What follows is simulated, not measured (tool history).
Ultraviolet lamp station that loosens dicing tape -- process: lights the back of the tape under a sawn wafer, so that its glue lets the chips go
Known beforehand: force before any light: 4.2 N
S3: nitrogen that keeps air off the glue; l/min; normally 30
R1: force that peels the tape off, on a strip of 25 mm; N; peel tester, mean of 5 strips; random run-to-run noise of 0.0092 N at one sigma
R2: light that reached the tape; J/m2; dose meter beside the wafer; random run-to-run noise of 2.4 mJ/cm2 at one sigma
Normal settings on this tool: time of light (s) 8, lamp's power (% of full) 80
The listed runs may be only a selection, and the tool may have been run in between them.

run 1 hour=0 | time_of_light_(s)=8 lamp's_power_(%_of_full)=80 S3=30 | R1=0.489 R2=2490
run 2 hour=5.3 | time_of_light_(s)=8 lamp's_power_(%_of_full)=80 S3=30 | R1=0.485 R2=2430
run 3 hour=12.5 | time_of_light_(s)=8 lamp's_power_(%_of_full)=90 S3=30 | R1=0.378 R2=2770
run 4 hour=19.8 | time_of_light_(s)=8 lamp's_power_(%_of_full)=90 S3=30 | R1=0.393 R2=2750
run 5 hour=28.3 | time_of_light_(s)=8 lamp's_power_(%_of_full)=90 S3=30 | R1=0.406 R2=2740
run 6 hour=39.2 | time_of_light_(s)=13 lamp's_power_(%_of_full)=80 S3=30 | R1=0.233 R2=3960
run 7 hour=47.1 | time_of_light_(s)=13 lamp's_power_(%_of_full)=80 S3=30 | R1=0.225 R2=3980
run 8 hour=58.8 | time_of_light_(s)=4 lamp's_power_(%_of_full)=80 S3=30 | R1=1.334 R2=1220
run 9 hour=68 | time_of_light_(s)=4 lamp's_power_(%_of_full)=80 S3=30 | R1=1.408 R2=1220
run 10 hour=76.8 | time_of_light_(s)=9 lamp's_power_(%_of_full)=76 S3=28 | R1=0.491 R2=2510
run 11 hour=82.7 | time_of_light_(s)=11 lamp's_power_(%_of_full)=76 S3=18 | R1=0.487 R2=3090
run 12 hour=87.5 | time_of_light_(s)=6 lamp's_power_(%_of_full)=80 S3=30 | R1=0.833 R2=1770
-- hour=89.1 window cleaned of glue's vapour
run 13 hour=98.4 | time_of_light_(s)=6 lamp's_power_(%_of_full)=80 S3=30 | R1=0.876 R2=1700
run 14 hour=105.9 | time_of_light_(s)=6 lamp's_power_(%_of_full)=80 S3=30 | R1=0.897 R2=1720
run 15 hour=115.2 | time_of_light_(s)=6 lamp's_power_(%_of_full)=82 S3=45 | R1=0.673 R2=1720
run 16 hour=121.2 | time_of_light_(s)=6 lamp's_power_(%_of_full)=95 S3=45 | R1=0.518 R2=1950

Forecast each of these 4 alternatives for the next run:
run A hour=126.7 | time_of_light_(s)=6 lamp's_power_(%_of_full)=95 S3=27 | R1=? R2=?
run B hour=126.7 | time_of_light_(s)=13 lamp's_power_(%_of_full)=95 S3=45 | R1=? R2=?
run C hour=126.7 | time_of_light_(s)=7 lamp's_power_(%_of_full)=74 S3=45 | R1=? R2=?
run D hour=126.7 | time_of_light_(s)=4 lamp's_power_(%_of_full)=95 S3=13 | R1=? R2=?

run=A R1=0.751 R2=1970
run=B R1=0.171 R2=4270
run=C R1=0.616 R2=1830
run=D R1=1.709 R2=1350
What these runs would have given with no unlogged condition in the tool:
run=A R1=0.516 R2=2490
run=B R1=0.153 R2=5380
run=C R1=0.417 R2=2300
run=D R1=1.377 R2=1700
